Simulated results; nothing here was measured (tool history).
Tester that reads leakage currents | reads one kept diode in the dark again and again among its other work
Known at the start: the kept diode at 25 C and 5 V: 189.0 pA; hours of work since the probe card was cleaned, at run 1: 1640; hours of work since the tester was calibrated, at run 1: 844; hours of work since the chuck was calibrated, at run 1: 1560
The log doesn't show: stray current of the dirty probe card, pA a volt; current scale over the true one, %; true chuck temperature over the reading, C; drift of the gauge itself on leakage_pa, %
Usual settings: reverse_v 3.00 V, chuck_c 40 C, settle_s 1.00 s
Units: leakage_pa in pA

| run | hour | reverse_v | chuck_c | settle_s | hours of work since the probe card was cleaned | hours of work since the tester was calibrated | hours of work since the chuck was calibrated | leakage_pa |
|---|---|---|---|---|---|---|---|---|
| 1 | 0.0 | 3.00 | 40 | 1.00 | 1640 | 844 | 1560 | 443.92 |
| 2 | 39.6 | 3.00 | 40 | 1.00 | 1670 | 874 | 1590 | 443.39 |
| 3 | 72.7 | 3.00 | 40 | 1.00 | 1694 | 898 | 1614 | 441.68 |
| 4 | 101.2 | 3.00 | 40 | 1.00 | 1715 | 919 | 1635 | 440.56 |
| 5 | 132.2 | 3.00 | 40 | 1.00 | 1738 | 942 | 1658 | 440.12 |
| 6 | 158.7 | 3.00 | 40 | 1.00 | 1758 | 962 | 1678 | 440.45 |
|  | 168.8 | probe card cleaned and baked |
| 7 | 190.8 | 8.16 | 40 | 1.00 | 16 | 983 | 1700 | 672.21 |
| 8 | 231.0 | 8.16 | 40 | 1.00 | 46 | 1013 | 1729 | 671.92 |
| 9 | 265.3 | 3.00 | 40 | 1.46 | 71 | 1039 | 1755 | 444.13 |
|  | 275.4 | probe card cleaned and baked, once more |
| 10 | 304.1 | 1.31 | 40 | 1.00 | 21 | 1065 | 1781 | 313.75 |
| 11 | 343.7 | 1.43 | 40 | 1.00 | 51 | 1094 | 1811 | 322.38 |
| 12 | 365.9 | 1.43 | 40 | 1.00 | 67 | 1111 | 1827 | 323.47 |
| 13 | 401.4 | 1.43 | 39 | 1.00 | 93 | 1137 | 1853 | 299.47 |
|  | 429.6 | chuck's temperature calibrated |
| 14 | 434.4 | 3.00 | 40 | 1.00 | 116 | 1160 | 4 | 486.03 |
| 15 | 474.3 | 3.00 | 40 | 1.00 | 146 | 1190 | 33 | 484.24 |
| 16 | 505.7 | 3.00 | 40 | 1.00 | 169 | 1213 | 56 | 483.68 |
| 17 | 532.3 | 3.29 | 58 | 0.53 | 189 | 1233 | 76 | 1699.72 |
| 18 | 552.0 | 3.00 | 40 | 1.00 | 203 | 1247 | 91 | 479.47 |
| 19 | 570.0 | 15.53 | 29 | 4.24 | 217 | 1261 | 104 | 403.93 |
| 20 | 600.7 | 15.53 | 29 | 4.24 | 240 | 1283 | 127 | 404.06 |
| 21 | 620.6 | 1.31 | 27 | 2.31 | 254 | 1298 | 142 | 131.42 |
| 22 | 644.1 | 1.31 | 27 | 2.31 | 272 | 1316 | 159 | 131.72 |
| 23 | 668.4 | 1.19 | 33 | 2.71 | 290 | 1334 | 177 | 200.24 |
| 24 | 687.9 | 1.19 | 33 | 2.71 | 304 | 1348 | 191 | 199.85 |
| 25 | 711.3 | 3.00 | 39 | 6.18 | 322 | 1365 | 209 | 444.67 |
| 26 | 741.0 | 3.00 | 39 | 6.18 | 344 | 1387 | 231 | 444.22 |
| 27 | 767.3 | 4.92 | 39 | 0.46 | 363 | 1407 | 250 | 540.68 |
| 28 | 790.1 | 4.92 | 59 | 1.27 | 380 | 1424 | 267 | 2093.78 |
| 29 | 812.8 | 3.00 | 24 | 0.64 | 397 | 1441 | 284 | 144.27 |
| 30 | 836.1 | 16.28 | 24 | 1.33 | 414 | 1458 | 301 | 283.47 |

Hidden state at the last listed run before each entry between runs and at the first one after, where it differs:
Between runs 6 and 7: probe card cleaned and baked (hour 168.8)
  stray current of the dirty probe card, pA a volt: 2.689 -> 4.408; true chuck temperature over the reading, C: -1.49 -> -1.51
  measured less the result without the state, leakage_pa: -42.04 -> -38.82 pA
Between runs 9 and 10: probe card cleaned and baked, once more (hour 275.4)
  stray current of the dirty probe card, pA a volt: 4.494 -> 0.061; current scale over the true one, %: -0.23 -> -0.24; true chuck temperature over the reading, C: -1.56 -> -1.58
  measured less the result without the state, leakage_pa: -38.95 -> -38.74 pA
Between runs 13 and 14: chuck's temperature calibrated (hour 429.6)
  stray current of the dirty probe card, pA a volt: 0.171 -> 0.204; current scale over the true one, %: -0.26 -> -0.27; true chuck temperature over the reading, C: -1.65 -> 0.05
  measured less the result without the state, leakage_pa: -38.70 -> +0.97 pA
